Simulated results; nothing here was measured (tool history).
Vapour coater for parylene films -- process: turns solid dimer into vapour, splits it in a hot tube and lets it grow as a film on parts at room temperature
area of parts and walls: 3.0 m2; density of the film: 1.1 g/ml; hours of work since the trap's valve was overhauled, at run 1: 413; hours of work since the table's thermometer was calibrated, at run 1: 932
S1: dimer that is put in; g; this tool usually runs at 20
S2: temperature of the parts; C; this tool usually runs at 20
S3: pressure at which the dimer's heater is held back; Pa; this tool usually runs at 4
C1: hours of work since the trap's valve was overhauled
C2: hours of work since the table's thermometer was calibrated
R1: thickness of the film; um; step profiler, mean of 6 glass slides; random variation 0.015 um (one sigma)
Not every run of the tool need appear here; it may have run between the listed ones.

run	day	S1	S2	S3	C1	C2	R1
1	0	20	20	4	413	932	3.58
2	1.371	20	20	4	436	955	3.6
3	2.742	20	20	4	459	978	3.59
4	4.242	20	20	4	484	1003	3.59
5	5.004	20	27	4	497	1016	2.57
6	6.592	20	27	4	523	1043	2.57
7	7.942	20	27	4	546	1066	2.58
8	8.779	20	27	4	560	1080	2.57
9	9.7	20	27	4	575	1095	2.59
10	11.008	20	20	4	597	1117	3.61
# day 12.55: trap's valve overhauled
11	12.721	20	20	4	3	1143	3.59
12	13.379	20	20	4	14	1154	3.61
13	14.529	20	20	9.7	33	1173	3.16
14	15.896	20	20	4	56	1196	3.58
15	17.304	20	29	4	80	1220	2.34
16	18.533	20	20	4	100	1241	3.6
17	20.125	20	20	6.47	127	1267	3.37
18	21.162	20	20	7.04	145	1285	3.35
19	22.008	20	20	4	159	1299	3.6
20	22.946	20	20	4	175	1315	3.6
21	24.338	20	20	4	198	1338	3.59
22	25.854	20	20	4	223	1363	3.6
23	27.304	20	20	4	248	1388	3.58
24	28.038	20	20	5.85	260	1400	3.41
25	28.929	20	20	5.85	275	1415	3.4
26	30.075	8	20	2.51	294	1434	1.55
27	30.858	20	16	6.28	307	1447	4.07
28	32.262	20	15	9.49	331	1471	4.07
29	33.146	27	31	2.7	346	1486	3.02
30	34.558	27	27	3.99	369	1510	3.5
31	35.283	19	13	4	382	1522	4.75
32	36.546	11	20	4	403	1543	1.98
33	38.092	13	31	4	429	1569	1.39
34	39.425	13	31	4	451	1591	1.37
35	40.342	13	31	4	466	1607	1.38
36	41.625	33	20	2.88	488	1628	6.17
37	42.942	20	20	4.9	510	1650	3.47
38	43.775	30	17	3.8	524	1664	6.2
39	44.908	30	17	3.8	543	1683	6.25
40	46.275	34	21	3.83	566	1706	5.83
41	47.525	34	23	2.77	587	1727	5.55
42	48.383	34	23	2.77	602	1742	5.57
43	49.112	34	23	2.77	614	1754	5.55
# day 49.667: trap's valve overhauled
44	49.983	34	23	2.77	5	1766	5.52
45	51.158	12	23	8.17	25	1785	1.7
46	52.429	14	19	2.28	46	1807	2.86
47	53.921	23	19	2.01	71	1832	4.79

Entry by entry between the runs, the difference in hidden state between the last listed run before and the first listed run after:
Run 10 -> run 11: trap's valve overhauled (day 12.55)
  vapour lost through the trap's worn valve, %: 0.3 -> 0; true temperature of the parts over the reading, C: -0.03 -> -0.04
Run 43 -> run 44: trap's valve overhauled (day 49.667)
  vapour lost through the trap's worn valve, %: 0.3 -> 0
